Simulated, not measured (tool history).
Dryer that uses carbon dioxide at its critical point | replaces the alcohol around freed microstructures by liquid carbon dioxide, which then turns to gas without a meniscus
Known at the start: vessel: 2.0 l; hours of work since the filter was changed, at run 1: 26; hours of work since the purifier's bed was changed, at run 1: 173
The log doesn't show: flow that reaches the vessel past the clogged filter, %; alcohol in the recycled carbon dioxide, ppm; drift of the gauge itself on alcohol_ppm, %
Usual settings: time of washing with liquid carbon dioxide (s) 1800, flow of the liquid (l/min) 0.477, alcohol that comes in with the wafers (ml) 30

| run | day | time of washing with liquid carbon dioxide (s) | flow of the liquid (l/min) | alcohol that comes in with the wafers (ml) | hours of work since the filter was changed | hours of work since the purifier's bed was changed | alcohol left in the vessel before it's heated (ppm by volume) |
|---|---|---|---|---|---|---|---|
| 1 | 0 | 1800 | 0.477 | 30 | 26 | 173 | 125 |
| 2 | 0.367 | 1800 | 0.477 | 30 | 30 | 177 | 127 |
| 3 | 0.846 | 1800 | 0.477 | 80 | 35 | 183 | 300 |
| 4 | 1.467 | 1800 | 0.477 | 113 | 42 | 189 | 412 |
| 5 | 2.35 | 1800 | 0.477 | 113 | 52 | 199 | 403 |
| 6 | 3.108 | 1800 | 0.477 | 30 | 60 | 207 | 132 |
| 7 | 3.588 | 1800 | 0.477 | 30 | 65 | 212 | 149 |
| 8 | 4.171 | 1800 | 0.666 | 30 | 72 | 219 | 48 |
| 9 | 5.004 | 1800 | 0.666 | 30 | 81 | 228 | 51 |
| 10 | 5.608 | 1800 | 0.666 | 30 | 87 | 235 | 62 |
| 11 | 6.204 | 1800 | 0.477 | 30 | 94 | 241 | 141 |
| 12 | 6.933 | 1800 | 0.477 | 30 | 102 | 249 | 150 |
| 13 | 7.804 | 1800 | 0.477 | 30 | 111 | 259 | 157 |
| 14 | 8.667 | 2460 | 0.502 | 23 | 121 | 268 | 67 |
| 15 | 9.071 | 1800 | 0.477 | 94 | 125 | 272 | 382 |
| 16 | 9.746 | 1800 | 0.477 | 94 | 133 | 280 | 381 |
| 17 | 10.358 | 1440 | 0.477 | 95 | 139 | 286 | 967 |
| 18 | 10.829 | 1260 | 0.477 | 69 | 144 | 292 | 1125 |
| 19 | 11.575 | 1260 | 0.447 | 79 | 152 | 300 | 1689 |
| 20 | 11.946 | 1260 | 0.772 | 22 | 157 | 304 | 96 |
| 21 | 12.471 | 2820 | 0.477 | 33 | 162 | 310 | 56 |
| 22 | 12.938 | 1680 | 0.477 | 24 | 167 | 315 | 180 |
| 23 | 13.812 | 1560 | 0.296 | 69 | 177 | 324 | 2718 |
| 24 | 14.388 | 1740 | 0.565 | 51 | 183 | 330 | 149 |
| 25 | 15.229 | 1740 | 0.565 | 51 | 192 | 340 | 154 |

Forecast each of these 5 alternatives for the next run:
| A | 15.704 | 1920 | 0.563 | 84 | 198 | 345 | ? |
| B | 15.704 | 2580 | 0.752 | 22 | 198 | 345 | ? |
| C | 15.704 | 1140 | 0.477 | 29 | 198 | 345 | ? |
| D | 15.704 | 2340 | 0.565 | 51 | 198 | 345 | ? |
| E | 15.704 | 1800 | 0.477 | 21 | 198 | 345 | ? |

| run | alcohol left in the vessel before it's heated (ppm by volume) |
|---|---|
| A | 154 |
| B | 63 |
| C | 715 |
| D | 78 |
| E | 146 |
Without the tool's hidden state the same runs would have given:
| run | alcohol left in the vessel before it's heated (ppm by volume) |
|---|---|
| A | 73 |
| B | 2 |
| C | 566 |
| D | 15 |
| E | 70 |
